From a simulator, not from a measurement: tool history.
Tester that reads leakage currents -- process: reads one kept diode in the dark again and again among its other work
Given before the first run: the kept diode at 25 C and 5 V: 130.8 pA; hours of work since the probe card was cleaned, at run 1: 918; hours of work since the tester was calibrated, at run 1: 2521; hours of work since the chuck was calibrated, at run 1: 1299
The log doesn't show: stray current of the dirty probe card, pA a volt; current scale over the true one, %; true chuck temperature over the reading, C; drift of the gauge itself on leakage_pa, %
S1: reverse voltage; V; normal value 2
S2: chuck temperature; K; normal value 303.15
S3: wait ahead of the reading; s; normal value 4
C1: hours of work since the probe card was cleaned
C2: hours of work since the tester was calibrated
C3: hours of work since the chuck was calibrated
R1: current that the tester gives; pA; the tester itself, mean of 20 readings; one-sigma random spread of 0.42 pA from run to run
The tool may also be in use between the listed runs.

run,hour,S1,S2,S3,C1,C2,C3,R1
1,0,2,303.15,4,918,2521,1299,138.35
2,105.6,2,303.15,4,990,2593,1371,138.99
3,195.6,2,303.15,4,1052,2654,1432,138.09
4,308.5,2,303.15,4,1128,2731,1509,138.31
# hour 362.2: chuck's temperature calibrated
5,375.5,2,303.15,4,1173,2775,9,138.49
6,437.4,10.33,303.15,4,1215,2817,51,238.71
7,533.6,10.33,303.15,4,1280,2883,117,238.78
8,602.5,2,303.15,4,1327,2930,164,138.57
9,719.3,2,303.15,4,1407,3009,243,138.43
10,783.6,2,295.15,4,1450,3053,287,77.5
11,855.8,2,295.15,4,1499,3102,336,77.59
12,988.2,2,295.15,4,1589,3192,426,78.02
13,1125,2,294.15,4,1683,3285,519,71.8
# hour 1166: probe card cleaned and baked
14,1270,2,294.15,4,71,3382,616,71.92
15,1367.3,2,303.15,4,137,3448,682,138.65
16,1443.9,2,303.15,4,189,3500,734,137.43
# hour 1481.3: tester calibrated
17,1509.2,2,303.15,4.79,232,19,777,138.37
18,1631.2,1.38,304.15,0.94,315,102,860,131.09
19,1726.6,1.38,304.15,1.46,380,167,925,131.6
20,1822.6,1.38,304.15,1.46,445,232,990,132.19
21,1920.1,1.38,304.15,1.46,512,299,1057,131.78
22,2054.7,14.61,293.15,4,603,390,1148,129.05
23,2123.1,14.61,293.15,4,650,437,1195,129.16
24,2183.3,2,303.15,1.01,691,478,1236,138.61
25,2294.2,3.59,319.15,9.55,766,553,1311,489.79
26,2420.3,3.59,297.15,0.63,852,639,1397,109.82
27,2554.7,3.59,297.15,0.63,944,730,1488,108.76
# hour 2634.8: chuck's temperature calibrated
28,2647.7,5.64,328.15,0.68,1005,792,9,995.74
29,2711.7,8.16,318.15,3.36,1049,836,52,606.75

Some steps in R1, run to run, broken into two amounts with sign: the step expected even without the hidden condition (settings, incoming material, random variation), and the rest, left for the hidden condition together with whatever gauge scatter is not in both the measured and the hidden-condition-free result:
Run 24 -> 25: S1 2 -> 3.59, S2 303.15 -> 319.15, S3 1.01 -> 9.55. R1 +351.18 pA: hidden state -0.63, all else +351.81.
Run 25 -> 26: S2 319.15 -> 297.15, S3 9.55 -> 0.63. R1 -379.97 pA: hidden state +0.67, all else -380.64.
Run 27 -> 28: S1 3.59 -> 5.64, S2 297.15 -> 328.15, S3 0.63 -> 0.68, chuck's temperature calibrated. R1 +886.98 pA: hidden state +0.41, all else +886.57.
Run 28 -> 29: S1 5.64 -> 8.16, S2 328.15 -> 318.15, S3 0.68 -> 3.36. R1 -388.99 pA: hidden state -0.06, all else -388.93.

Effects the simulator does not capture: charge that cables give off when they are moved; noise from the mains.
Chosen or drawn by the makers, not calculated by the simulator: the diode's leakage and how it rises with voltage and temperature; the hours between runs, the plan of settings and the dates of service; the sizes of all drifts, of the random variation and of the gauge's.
